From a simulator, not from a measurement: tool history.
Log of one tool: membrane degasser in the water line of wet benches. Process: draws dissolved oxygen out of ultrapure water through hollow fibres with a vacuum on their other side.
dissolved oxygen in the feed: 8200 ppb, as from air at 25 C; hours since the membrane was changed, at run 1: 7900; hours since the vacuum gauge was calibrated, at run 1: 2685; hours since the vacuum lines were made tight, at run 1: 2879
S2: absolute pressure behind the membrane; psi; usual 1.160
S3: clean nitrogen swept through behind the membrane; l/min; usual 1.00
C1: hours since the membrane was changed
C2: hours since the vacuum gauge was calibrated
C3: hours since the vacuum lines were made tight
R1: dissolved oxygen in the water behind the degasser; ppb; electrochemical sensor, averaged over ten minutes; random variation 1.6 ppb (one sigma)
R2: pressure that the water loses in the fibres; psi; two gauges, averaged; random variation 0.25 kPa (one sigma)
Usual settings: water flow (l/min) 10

run 1 hour=0.0 | water_flow_(l/min)=10 S2=1.160 S3=1.00 | C1=7900 C2=2685 C3=2879 | R1=161.0 R2=9.536
run 2 hour=182.1 | water_flow_(l/min)=10 S2=1.160 S3=1.00 | C1=8082 C2=2867 C3=3061 | R1=159.2 R2=9.532
run 3 hour=377.4 | water_flow_(l/min)=10 S2=1.160 S3=1.00 | C1=8278 C2=3063 C3=3257 | R1=161.8 R2=9.552
run 4 hour=484.1 | water_flow_(l/min)=10 S2=0.922 S3=1.00 | C1=8384 C2=3169 C3=3363 | R1=124.5 R2=9.557
-- hour=582.3 seals of the vacuum lines changed
run 5 hour=592.8 | water_flow_(l/min)=10 S2=0.922 S3=1.00 | C1=8491 C2=3276 C3=10 | R1=123.5 R2=9.520
run 6 hour=772.4 | water_flow_(l/min)=10 S2=0.922 S3=1.00 | C1=8671 C2=3456 C3=190 | R1=123.6 R2=9.590
run 7 hour=891.1 | water_flow_(l/min)=10 S2=0.922 S3=1.00 | C1=8789 C2=3574 C3=309 | R1=120.5 R2=9.594
run 8 hour=1045.7 | water_flow_(l/min)=10 S2=0.922 S3=1.00 | C1=8944 C2=3729 C3=463 | R1=124.9 R2=9.535
run 9 hour=1272.3 | water_flow_(l/min)=11 S2=0.922 S3=1.00 | C1=9171 C2=3956 C3=690 | R1=151.5 R2=10.505
run 10 hour=1483.2 | water_flow_(l/min)=10 S2=1.160 S3=1.00 | C1=9382 C2=4167 C3=901 | R1=161.3 R2=9.642
-- hour=1562.7 membrane cartridge changed
run 11 hour=1689.6 | water_flow_(l/min)=7 S2=1.160 S3=1.00 | C1=127 C2=4369 C3=1103 | R1=89.8 R2=6.708
run 12 hour=1903.4 | water_flow_(l/min)=7 S2=1.160 S3=1.00 | C1=341 C2=4583 C3=1317 | R1=89.7 R2=6.720
run 13 hour=2109.0 | water_flow_(l/min)=7 S2=1.160 S3=1.00 | C1=546 C2=4788 C3=1523 | R1=89.2 R2=6.721
run 14 hour=2261.3 | water_flow_(l/min)=10 S2=0.753 S3=1.00 | C1=699 C2=4941 C3=1675 | R1=95.2 R2=9.500
run 15 hour=2445.2 | water_flow_(l/min)=10 S2=1.160 S3=0.50 | C1=882 C2=5125 C3=1859 | R1=261.2 R2=9.587
run 16 hour=2591.0 | water_flow_(l/min)=10 S2=1.160 S3=0.50 | C1=1028 C2=5270 C3=2005 | R1=260.6 R2=9.638
run 17 hour=2711.0 | water_flow_(l/min)=15 S2=1.160 S3=2.05 | C1=1148 C2=5390 C3=2125 | R1=287.9 R2=14.491
run 18 hour=2829.6 | water_flow_(l/min)=15 S2=1.160 S3=2.05 | C1=1267 C2=5509 C3=2243 | R1=287.5 R2=14.462
run 19 hour=3039.1 | water_flow_(l/min)=9 S2=1.606 S3=1.45 | C1=1476 C2=5718 C3=2453 | R1=147.0 R2=8.670
run 20 hour=3168.9 | water_flow_(l/min)=9 S2=1.606 S3=1.45 | C1=1606 C2=5848 C3=2583 | R1=145.8 R2=8.705
run 21 hour=3268.8 | water_flow_(l/min)=10 S2=1.391 S3=0.65 | C1=1706 C2=5948 C3=2683 | R1=267.4 R2=9.719
run 22 hour=3427.3 | water_flow_(l/min)=15 S2=1.160 S3=1.34 | C1=1865 C2=6107 C3=2841 | R1=328.0 R2=14.441
run 23 hour=3545.0 | water_flow_(l/min)=7 S2=2.659 S3=2.72 | C1=1982 C2=6224 C3=2959 | R1=101.7 R2=6.834
run 24 hour=3652.1 | water_flow_(l/min)=7 S2=2.659 S3=2.72 | C1=2089 C2=6331 C3=3066 | R1=105.1 R2=6.765

Forecast run 25:
run 25 hour=3847.3 | water_flow_(l/min)=7 S2=2.659 S3=2.72 | C1=2285 C2=6527 C3=3261 | R1=? R2=?

{"run 25": {"R1": 105.3, "R2": 6.799}}
Without the tool's hidden state the same run would have given R1 105.3 ppb, R2 6.688 psi.
